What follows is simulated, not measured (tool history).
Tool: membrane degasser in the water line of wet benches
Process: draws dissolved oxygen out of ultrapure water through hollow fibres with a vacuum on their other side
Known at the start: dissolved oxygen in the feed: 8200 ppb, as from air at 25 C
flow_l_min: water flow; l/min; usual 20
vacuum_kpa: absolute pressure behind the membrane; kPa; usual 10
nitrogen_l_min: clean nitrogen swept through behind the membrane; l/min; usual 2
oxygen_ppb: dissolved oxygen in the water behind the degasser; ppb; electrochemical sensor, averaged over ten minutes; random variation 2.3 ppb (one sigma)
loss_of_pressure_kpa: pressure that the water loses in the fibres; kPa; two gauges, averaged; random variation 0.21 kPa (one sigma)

{"run": 1, "hour": 0.0, "flow_l_min": 20, "vacuum_kpa": 10, "nitrogen_l_min": 2, "oxygen_ppb": 222.8, "loss_of_pressure_kpa": 50.35}
{"run": 2, "hour": 46.2, "flow_l_min": 20, "vacuum_kpa": 10, "nitrogen_l_min": 2, "oxygen_ppb": 223.6, "loss_of_pressure_kpa": 50.65}
{"run": 3, "hour": 94.5, "flow_l_min": 20, "vacuum_kpa": 10, "nitrogen_l_min": 2, "oxygen_ppb": 225.1, "loss_of_pressure_kpa": 50.33}
{"run": 4, "hour": 131.0, "flow_l_min": 20, "vacuum_kpa": 19.8, "nitrogen_l_min": 2, "oxygen_ppb": 441.5, "loss_of_pressure_kpa": 50.64}
{"run": 5, "hour": 180.2, "flow_l_min": 20, "vacuum_kpa": 10, "nitrogen_l_min": 1.22, "oxygen_ppb": 322.8, "loss_of_pressure_kpa": 50.18}
{"run": 6, "hour": 217.2, "flow_l_min": 20, "vacuum_kpa": 10, "nitrogen_l_min": 0.97, "oxygen_ppb": 374.2, "loss_of_pressure_kpa": 50.15}
{"run": 7, "hour": 263.7, "flow_l_min": 20, "vacuum_kpa": 10, "nitrogen_l_min": 2, "oxygen_ppb": 227.4, "loss_of_pressure_kpa": 50.1}
{"run": 8, "hour": 311.8, "flow_l_min": 20, "vacuum_kpa": 10, "nitrogen_l_min": 2, "oxygen_ppb": 222.7, "loss_of_pressure_kpa": 50.45}
{"run": 9, "hour": 348.5, "flow_l_min": 20, "vacuum_kpa": 10, "nitrogen_l_min": 2, "oxygen_ppb": 229.2, "loss_of_pressure_kpa": 50.2}
{"run": 10, "hour": 394.5, "flow_l_min": 16, "vacuum_kpa": 10, "nitrogen_l_min": 2, "oxygen_ppb": 155.8, "loss_of_pressure_kpa": 40.48}
{"run": 11, "hour": 423.2, "flow_l_min": 20, "vacuum_kpa": 10, "nitrogen_l_min": 2, "oxygen_ppb": 226.5, "loss_of_pressure_kpa": 50.4}
{"run": 12, "hour": 448.3, "flow_l_min": 20, "vacuum_kpa": 10, "nitrogen_l_min": 2, "oxygen_ppb": 228.5, "loss_of_pressure_kpa": 50.57}
{"run": 13, "hour": 484.8, "flow_l_min": 19, "vacuum_kpa": 10, "nitrogen_l_min": 2, "oxygen_ppb": 208.4, "loss_of_pressure_kpa": 47.85}
{"hour": 513.8, "done": "vacuum gauge calibrated"}
{"run": 14, "hour": 518.3, "flow_l_min": 19, "vacuum_kpa": 10, "nitrogen_l_min": 2, "oxygen_ppb": 211.5, "loss_of_pressure_kpa": 47.89}
{"run": 15, "hour": 551.8, "flow_l_min": 19, "vacuum_kpa": 10, "nitrogen_l_min": 2, "oxygen_ppb": 207.6, "loss_of_pressure_kpa": 47.58}
{"run": 16, "hour": 589.3, "flow_l_min": 20, "vacuum_kpa": 10, "nitrogen_l_min": 2, "oxygen_ppb": 224.9, "loss_of_pressure_kpa": 50.38}
{"run": 17, "hour": 638.6, "flow_l_min": 20, "vacuum_kpa": 10.6, "nitrogen_l_min": 2, "oxygen_ppb": 234.3, "loss_of_pressure_kpa": 50.4}
{"run": 18, "hour": 674.2, "flow_l_min": 20, "vacuum_kpa": 10.6, "nitrogen_l_min": 2, "oxygen_ppb": 237.4, "loss_of_pressure_kpa": 50.59}
{"run": 19, "hour": 707.5, "flow_l_min": 20, "vacuum_kpa": 10.6, "nitrogen_l_min": 2, "oxygen_ppb": 239.8, "loss_of_pressure_kpa": 50.47}
{"run": 20, "hour": 738.9, "flow_l_min": 20, "vacuum_kpa": 9.5, "nitrogen_l_min": 2.83, "oxygen_ppb": 175.4, "loss_of_pressure_kpa": 50.28}
{"run": 21, "hour": 762.3, "flow_l_min": 30, "vacuum_kpa": 19.3, "nitrogen_l_min": 1.54, "oxygen_ppb": 846.2, "loss_of_pressure_kpa": 75.2}
{"run": 22, "hour": 791.5, "flow_l_min": 30, "vacuum_kpa": 20.6, "nitrogen_l_min": 3.64, "oxygen_ppb": 545.5, "loss_of_pressure_kpa": 75.7}
{"run": 23, "hour": 831.6, "flow_l_min": 16, "vacuum_kpa": 10, "nitrogen_l_min": 2, "oxygen_ppb": 158.4, "loss_of_pressure_kpa": 40.1}
{"run": 24, "hour": 866.1, "flow_l_min": 20, "vacuum_kpa": 7.2, "nitrogen_l_min": 2.34, "oxygen_ppb": 150.3, "loss_of_pressure_kpa": 50.48}
{"run": 25, "hour": 895.5, "flow_l_min": 20, "vacuum_kpa": 7.2, "nitrogen_l_min": 2.8, "oxygen_ppb": 136.2, "loss_of_pressure_kpa": 50.15}
{"run": 26, "hour": 930.2, "flow_l_min": 16, "vacuum_kpa": 10.7, "nitrogen_l_min": 2.23, "oxygen_ppb": 157.9, "loss_of_pressure_kpa": 40.69}
{"run": 27, "hour": 963.7, "flow_l_min": 27, "vacuum_kpa": 18.4, "nitrogen_l_min": 2.43, "oxygen_ppb": 545.7, "loss_of_pressure_kpa": 67.98}
{"run": 28, "hour": 998.0, "flow_l_min": 20, "vacuum_kpa": 10, "nitrogen_l_min": 2, "oxygen_ppb": 225, "loss_of_pressure_kpa": 50.3}
{"run": 29, "hour": 1033.5, "flow_l_min": 20, "vacuum_kpa": 10, "nitrogen_l_min": 2, "oxygen_ppb": 225.8, "loss_of_pressure_kpa": 50.27}
{"run": 30, "hour": 1058.4, "flow_l_min": 31, "vacuum_kpa": 6.2, "nitrogen_l_min": 2.66, "oxygen_ppb": 329.8, "loss_of_pressure_kpa": 78.04}
{"run": 31, "hour": 1090.7, "flow_l_min": 31, "vacuum_kpa": 6.2, "nitrogen_l_min": 1.96, "oxygen_ppb": 351.5, "loss_of_pressure_kpa": 78.23}
{"run": 32, "hour": 1132.2, "flow_l_min": 13, "vacuum_kpa": 9.8, "nitrogen_l_min": 2, "oxygen_ppb": 116.3, "loss_of_pressure_kpa": 32.87}

3 ways to go on from here, each from the tool as it stands after run 32. What would each give?
{"run": "A", "hour": 1155.4, "flow_l_min": 20, "vacuum_kpa": 6.9, "nitrogen_l_min": 2, "oxygen_ppb": "?", "loss_of_pressure_kpa": "?"}
{"run": "B", "hour": 1155.4, "flow_l_min": 21, "vacuum_kpa": 11.6, "nitrogen_l_min": 0.88, "oxygen_ppb": "?", "loss_of_pressure_kpa": "?"}
{"run": "C", "hour": 1155.4, "flow_l_min": 13, "vacuum_kpa": 9, "nitrogen_l_min": 2, "oxygen_ppb": "?", "loss_of_pressure_kpa": "?"}

run=A oxygen_ppb=159.1 loss_of_pressure_kpa=50.28
run=B oxygen_ppb=492.4 loss_of_pressure_kpa=52.82
run=C oxygen_ppb=100.6 loss_of_pressure_kpa=32.43
Without the tool's hidden state the same runs would have given:
run=A oxygen_ppb=158.8 loss_of_pressure_kpa=50.25
run=B oxygen_ppb=492 loss_of_pressure_kpa=52.78
run=C oxygen_ppb=100.4 loss_of_pressure_kpa=32.4
